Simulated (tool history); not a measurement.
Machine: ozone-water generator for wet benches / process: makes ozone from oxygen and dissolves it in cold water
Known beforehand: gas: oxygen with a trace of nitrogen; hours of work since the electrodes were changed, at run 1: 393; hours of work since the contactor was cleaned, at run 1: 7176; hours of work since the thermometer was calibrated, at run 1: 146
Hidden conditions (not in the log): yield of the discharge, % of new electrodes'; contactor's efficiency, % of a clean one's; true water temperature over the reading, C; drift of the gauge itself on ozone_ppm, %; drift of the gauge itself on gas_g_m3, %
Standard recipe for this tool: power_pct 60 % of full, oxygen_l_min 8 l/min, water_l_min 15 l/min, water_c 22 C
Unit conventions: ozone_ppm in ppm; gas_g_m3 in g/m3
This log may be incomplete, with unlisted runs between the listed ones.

| run | hour | power_pct | oxygen_l_min | water_l_min | water_c | hours of work since the electrodes were changed | hours of work since the contactor was cleaned | hours of work since the thermometer was calibrated | ozone_ppm | gas_g_m3 |
|---|---|---|---|---|---|---|---|---|---|---|
| 1 | 0 | 60 | 8 | 15 | 22 | 393 | 7176 | 146 | 18.3 | 131.2 |
| 2 | 25.1 | 60 | 8 | 15 | 22 | 409 | 7191 | 162 | 18.4 | 131.6 |
| 3 | 67.1 | 60 | 8 | 19 | 22 | 434 | 7216 | 187 | 15 | 132.6 |
| 4 | 125.3 | 60 | 8 | 19 | 22 | 470 | 7252 | 223 | 15.1 | 133.1 |
| 5 | 157.4 | 60 | 8 | 15 | 22 | 489 | 7271 | 242 | 18.4 | 131.6 |
| 6 | 200.2 | 60 | 8 | 15 | 22 | 515 | 7297 | 268 | 18 | 132.1 |
| 7 | 232.7 | 60 | 8 | 15 | 22 | 535 | 7317 | 288 | 18.4 | 132 |
| 8 | 262.6 | 58 | 8 | 18 | 19 | 553 | 7335 | 306 | 16.4 | 128 |
| 9 | 299.4 | 60 | 4.26 | 15 | 22 | 576 | 7358 | 329 | 18.4 | 176.6 |
| 10 | 336.3 | 60 | 9.31 | 15 | 28 | 598 | 7380 | 351 | 15.6 | 122.7 |
| 11 | 377.2 | 86 | 9.31 | 15 | 22 | 623 | 7405 | 376 | 21.4 | 148.5 |

5 ways to go on from here, each from the tool as it stands after run 11. What would each give?
| A | 419.8 | 44 | 9.31 | 15 | 19 | 649 | 7431 | 402 | ? | ? |
| B | 419.8 | 62 | 6.57 | 12 | 22 | 649 | 7431 | 402 | ? | ? |
| C | 419.8 | 45 | 8 | 21 | 19 | 649 | 7431 | 402 | ? | ? |
| D | 419.8 | 81 | 9.31 | 10 | 22 | 649 | 7431 | 402 | ? | ? |
| E | 419.8 | 86 | 9.31 | 11 | 22 | 649 | 7431 | 402 | ? | ? |

| run | ozone_ppm | gas_g_m3 |
|---|---|---|
| A | 16.3 | 105 |
| B | 22.2 | 146.5 |
| C | 12.7 | 113.7 |
| D | 26.6 | 142.3 |
| E | 25.8 | 148 |
Without the tool's hidden state the same runs would have given:
| run | ozone_ppm | gas_g_m3 |
|---|---|---|
| A | 16.3 | 105 |
| B | 22.2 | 146.5 |
| C | 12.7 | 113.7 |
| D | 26.6 | 142.3 |
| E | 25.8 | 148 |
